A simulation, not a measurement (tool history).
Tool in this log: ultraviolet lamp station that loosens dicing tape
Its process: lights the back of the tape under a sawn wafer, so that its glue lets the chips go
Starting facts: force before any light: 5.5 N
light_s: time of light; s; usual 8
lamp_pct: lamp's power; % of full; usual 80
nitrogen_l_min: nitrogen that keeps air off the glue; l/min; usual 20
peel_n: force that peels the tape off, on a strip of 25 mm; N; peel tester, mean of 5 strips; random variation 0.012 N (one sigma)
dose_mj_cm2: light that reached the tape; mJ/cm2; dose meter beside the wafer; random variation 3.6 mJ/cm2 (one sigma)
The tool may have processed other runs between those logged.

run   hour  light_s  lamp_pct  nitrogen_l_min  peel_n  dose_mj_cm2
  1      0        8        80              20   0.658          538
  2    9.3        8        80              20   0.684          542
  3   18.2        8        80              20   0.664          538
  4     27        8        80              20   0.645          540
  5   36.1        8        80              20   0.655          536
  6   48.3        8        80              20   0.682          532
  7   61.5        8        99              20   0.441          660
  8   71.4        8        80              12   0.966          528
  9   78.9       14        62               7   0.818          724
 10   89.8        8        80              12    0.96          537
 11   98.2       13        67              14   0.482          719
 12  105.7       14        84               7    0.46          972
 13  115.8       10        96              33   0.207          787
 14  122.2        8        62              16    1.21          412

Alternative continuations, all from the tool just after run 14; predict every row:
  A  130.1        7        64              16       ?            ?
  B  130.1        8        88              16       ?            ?
  C  130.1        8        62              35       ?            ?

run  peel_n  dose_mj_cm2
  A   1.437          375
  B   0.678          579
  C   0.846          406
Had the tool no hidden state, the same runs would have come out as:
run  peel_n  dose_mj_cm2
  A   1.198          426
  B   0.525          660
  C   0.665          462

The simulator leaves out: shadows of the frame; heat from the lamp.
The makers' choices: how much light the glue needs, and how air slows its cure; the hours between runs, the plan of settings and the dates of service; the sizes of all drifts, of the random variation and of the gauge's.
